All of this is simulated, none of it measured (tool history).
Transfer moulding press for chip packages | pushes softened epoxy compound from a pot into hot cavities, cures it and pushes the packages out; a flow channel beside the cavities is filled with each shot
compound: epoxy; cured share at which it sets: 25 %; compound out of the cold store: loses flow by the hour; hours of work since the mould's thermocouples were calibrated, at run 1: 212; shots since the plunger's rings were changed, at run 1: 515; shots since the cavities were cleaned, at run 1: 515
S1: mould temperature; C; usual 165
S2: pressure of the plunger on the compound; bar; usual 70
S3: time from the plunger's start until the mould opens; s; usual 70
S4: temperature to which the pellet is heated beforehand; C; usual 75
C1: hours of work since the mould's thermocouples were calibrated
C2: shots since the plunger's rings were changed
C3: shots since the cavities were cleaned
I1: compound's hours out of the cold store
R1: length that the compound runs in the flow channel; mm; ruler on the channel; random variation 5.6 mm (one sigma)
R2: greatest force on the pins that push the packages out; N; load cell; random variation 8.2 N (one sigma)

run   hour   S1    S2   S3  S4   C1    C2   C3    I1    R1    R2
  1      0  165    70   70  75  212   515  515  32.6   893   517
       9.6  -- cavities cleaned with cleaning compound and waxed
  2   10.4  165    70   70  75  217   639   11  13.2  1038   410
  3   20.4  165    70   70  75  222   778  150  47.2   810   427
  4   28.4  165    70   70  75  227   888  260  25.7   937   480
  5   39.4  169    70   70  75  233  1042  414  28.4   910   436
  6   50.6  165    70   70  75  239  1197  569    34   890   526
      56.2  -- cavities cleaned with cleaning compound and waxed
  7   59.1  165    70  103  75  243  1294   40  32.9   885   298
  8     69  165    70  103  75  249  1432  178  21.6   963   334
  9   81.1  165    70   94  75  256  1600  346  44.8   808   384
 10   88.7  165    70   94  75  260  1706  452  33.5   884   383
 11   96.7  166    70   94  75  265  1817  563  33.9   882   379
     102.7  -- cavities cleaned with cleaning compound and waxed
 12  110.7  166    70   94  75  272  1991  112  36.4   853   316
 13  120.9  165    70   70  75  278  2133  254  27.8   902   463
 14  127.6  170    70   70  75  281  2225  346  16.9   969   399
 15  133.4  170    70   70  75  285  2305  426  41.7   826   420
 16  142.9  166  72.2   99  74  290  2438  559  31.7   900   391
     149.2  -- cavities cleaned with cleaning compound and waxed
 17  158.5  164  78.8   87  78  298  2633  128  27.4   972   333
 18  164.9  164  54.2   87  78  302  2722  217  34.9   762   343
 19  177.7  164  54.2   87  78  309  2901  396  23.4   821   404
 20  185.9  164  54.2   87  66  314  3015  510  31.1   778   437
     195.9  -- cavities cleaned with cleaning compound and waxed
 21  196.2  164  54.2   87  66  319  3137    4  33.5   757   313
 22  202.3  164  54.2   87  66  322  3222   89   9.3   912   345
 23    212  158    70   63  73  328  3357  224  12.2  1016   970
 24  226.1  158  59.5   63  73  336  3552  419  37.8   782   939
 25  236.5  165    70   63  75  342  3697  564  13.2   988   682
     243.1  -- cavities cleaned with cleaning compound and waxed
 26  245.2  171    70   63  75  346  3797   30  24.2   918   376
 27  253.9  171    70   63  75  351  3918  151  46.5   780   394
 28  263.6  159  87.4   55  75  356  4052  285  29.9   990  1153

Forecast each of these 5 alternatives for the next run:
  A  274.3  165  61.3  52  74  362  4201  434    31   ?   ?
  B  274.3  165  68.3  58  75  362  4201  434  26.1   ?   ?
  C  274.3  159  87.4  86  75  362  4201  434    16   ?   ?
  D  274.3  171  52.2  64  75  362  4201  434  16.4   ?   ?
  E  274.3  159  87.4  90  75  362  4201  434    40   ?   ?

run    R1   R2
  A   821  966
  B   888  742
  C  1090  510
  D   825  464
  E   927  443
Without the tool's hidden state the same runs would have given:
run    R1   R2
  A   864  704
  B   934  538
  C  1146  376
  D   868  344
  E   975  330

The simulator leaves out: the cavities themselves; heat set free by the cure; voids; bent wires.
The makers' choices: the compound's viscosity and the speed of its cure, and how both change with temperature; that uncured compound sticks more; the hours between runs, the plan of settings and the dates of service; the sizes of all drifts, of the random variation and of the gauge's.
